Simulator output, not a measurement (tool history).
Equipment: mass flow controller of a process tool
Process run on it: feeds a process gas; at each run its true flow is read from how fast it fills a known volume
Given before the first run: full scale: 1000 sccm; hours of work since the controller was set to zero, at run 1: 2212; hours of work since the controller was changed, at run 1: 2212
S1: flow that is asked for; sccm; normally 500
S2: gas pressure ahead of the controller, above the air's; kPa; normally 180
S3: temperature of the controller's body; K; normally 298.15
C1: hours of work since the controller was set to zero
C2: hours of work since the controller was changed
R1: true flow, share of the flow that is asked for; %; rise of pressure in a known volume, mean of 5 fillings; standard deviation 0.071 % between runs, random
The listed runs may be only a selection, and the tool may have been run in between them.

run,hour,S1,S2,S3,C1,C2,R1
1,0,500,180,298.15,2212,2212,99.39
2,122.8,500,180,298.15,2273,2273,99.38
3,259.1,500,180,298.15,2341,2341,99.32
4,434.4,605,180,298.15,2429,2429,99.38
5,525.3,605,180,298.15,2475,2475,99.38
6,645.5,605,180,298.15,2535,2535,99.45
7,818.8,605,180,298.15,2621,2621,99.4
8,927.1,605,180,298.15,2676,2676,99.37
9,1113.3,605,180,298.15,2769,2769,99.43
10,1265.6,605,180,298.15,2845,2845,99.26
# hour 1274.3: controller's zero set anew
11,1406,899,158,295.15,66,2915,100.07
12,1494,398,247,297.15,110,2959,99.51
13,1666.9,235,164,300.15,196,3045,100.32
14,1818.9,850,168,301.15,272,3121,99.46
15,1994.7,279,183,296.15,360,3209,100.24
# hour 2060.9: controller's zero set anew, once more
16,2093.6,279,183,296.15,16,3258,98.51
17,2174.5,279,183,296.15,57,3299,98.41

Predict each of these 5 candidate next runs independently; none follows another, all start after run 17:
A,2296.7,500,156,294.15,118,3360,?
B,2296.7,279,183,298.15,118,3360,?
C,2296.7,269,155,296.15,118,3360,?
D,2296.7,214,260,298.15,118,3360,?
E,2296.7,625,183,307.15,118,3360,?

run,R1
A,98.95
B,98.35
C,98.58
D,97.93
E,97.97
Had the tool no hidden state, the same runs would have come out as:
run,R1
A,99.83
B,99.18
C,99.41
D,98.73
E,98.85
